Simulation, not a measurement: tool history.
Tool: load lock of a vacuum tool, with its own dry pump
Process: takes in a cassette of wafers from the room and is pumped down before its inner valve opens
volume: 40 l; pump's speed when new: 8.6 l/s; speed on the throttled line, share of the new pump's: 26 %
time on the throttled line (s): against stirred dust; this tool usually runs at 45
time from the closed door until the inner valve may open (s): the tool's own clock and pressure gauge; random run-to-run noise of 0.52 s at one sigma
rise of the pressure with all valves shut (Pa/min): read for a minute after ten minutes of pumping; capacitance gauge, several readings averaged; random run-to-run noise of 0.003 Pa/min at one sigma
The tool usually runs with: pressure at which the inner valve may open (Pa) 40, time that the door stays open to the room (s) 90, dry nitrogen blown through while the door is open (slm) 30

| run | day | time on the throttled line (s) | pressure at which the inner valve may open (Pa) | time that the door stays open to the room (s) | dry nitrogen blown through while the door is open (slm) | incoming humidity of the room's air, % | time from the closed door until the inner valve may open (s) | rise of the pressure with all valves shut (Pa/min) |
|---|---|---|---|---|---|---|---|---|
| 1 | 0.000 | 45 | 40 | 90 | 30 | 48.1 | 69.3 | 0.043 |
| 2 | 18.033 | 45 | 40 | 90 | 30 | 42.6 | 69.7 | 0.046 |
| 3 | 35.933 | 45 | 40 | 90 | 30 | 43.6 | 69.4 | 0.048 |
| 4 | 62.008 | 45 | 40 | 49 | 30 | 43.1 | 70.2 | 0.036 |
| 5 | 72.979 | 45 | 40 | 49 | 30 | 48.0 | 70.2 | 0.037 |
| 6 | 91.762 | 45 | 40 | 49 | 30 | 45.2 | 70.0 | 0.036 |
| 7 | 116.721 | 45 | 40 | 49 | 30 | 46.9 | 69.6 | 0.036 |
| 8 | 128.942 | 45 | 40 | 90 | 30 | 43.1 | 69.4 | 0.048 |
| 9 | 150.312 | 89 | 40 | 90 | 30 | 45.6 | 103.2 | 0.051 |
| 10 | 169.608 | 45 | 40 | 90 | 30 | 47.7 | 69.2 | 0.052 |
| 11 | 188.729 | 45 | 40 | 90 | 30 | 40.7 | 70.8 | 0.047 |
| 12 | 201.275 | 45 | 40 | 90 | 30 | 43.8 | 70.0 | 0.052 |
| 13 | 221.029 | 45 | 40 | 90 | 30 | 47.5 | 69.1 | 0.051 |
| 14 | 238.508 | 45 | 46 | 90 | 30 | 44.9 | 69.1 | 0.052 |
| 15 | 262.550 | 45 | 40 | 90 | 30 | 41.5 | 70.1 | 0.051 |
| 16 | 274.108 | 45 | 40 | 90 | 30 | 43.8 | 69.2 | 0.048 |
| 17 | 285.142 | 45 | 76 | 51 | 6 | 46.4 | 67.0 | 0.056 |
| 18 | 305.858 | 29 | 74 | 90 | 11 | 47.9 | 55.6 | 0.078 |
| 19 | 326.554 | 76 | 63 | 153 | 19 | 43.6 | 90.9 | 0.081 |
| 20 | 340.871 | 45 | 40 | 90 | 33 | 43.0 | 70.6 | 0.052 |
| 21 | 362.475 | 45 | 40 | 90 | 33 | 38.1 | 69.2 | 0.043 |
| 22 | 377.271 | 45 | 40 | 90 | 33 | 44.7 | 70.2 | 0.050 |
| 23 | 394.688 | 45 | 40 | 90 | 33 | 46.4 | 70.0 | 0.046 |
| 24 | 406.329 | 28 | 40 | 90 | 11 | 46.5 | 56.5 | 0.068 |
| 25 | 426.633 | 45 | 40 | 90 | 13 | 45.9 | 69.3 | 0.062 |
| 26 | 439.933 | 23 | 40 | 90 | 11 | 44.7 | 53.1 | 0.069 |
| 27 | 461.392 | 23 | 42 | 90 | 11 | 43.7 | 53.4 | 0.061 |
| 28 | 474.679 | 26 | 37 | 132 | 11 | 46.2 | 55.7 | 0.090 |
| 29 | 496.196 | 30 | 36 | 185 | 30 | 46.0 | 59.3 | 0.076 |
| 30 | 515.883 | 58 | 32 | 51 | 6 | 45.2 | 80.9 | 0.060 |
| 31 | 532.208 | 69 | 40 | 170 | 31 | 45.1 | 88.1 | 0.069 |

4 ways to go on from here, each from the tool as it stands after run 31. What would each give?
| A | 550.775 | 55 | 30 | 50 | 31 | 42.7 | ? | ? |
| B | 550.775 | 45 | 55 | 65 | 20 | 46.3 | ? | ? |
| C | 550.775 | 45 | 71 | 234 | 19 | 45.5 | ? | ? |
| D | 550.775 | 45 | 41 | 90 | 30 | 44.9 | ? | ? |

| run | time from the closed door until the inner valve may open (s) | rise of the pressure with all valves shut (Pa/min) |
|---|---|---|
| A | 78.8 | 0.034 |
| B | 68.1 | 0.056 |
| C | 66.7 | 0.101 |
| D | 69.0 | 0.049 |
What these runs would have given with no unlogged condition in the tool:
| run | time from the closed door until the inner valve may open (s) | rise of the pressure with all valves shut (Pa/min) |
|---|---|---|
| A | 78.8 | 0.034 |
| B | 68.1 | 0.056 |
| C | 66.6 | 0.101 |
| D | 69.0 | 0.049 |
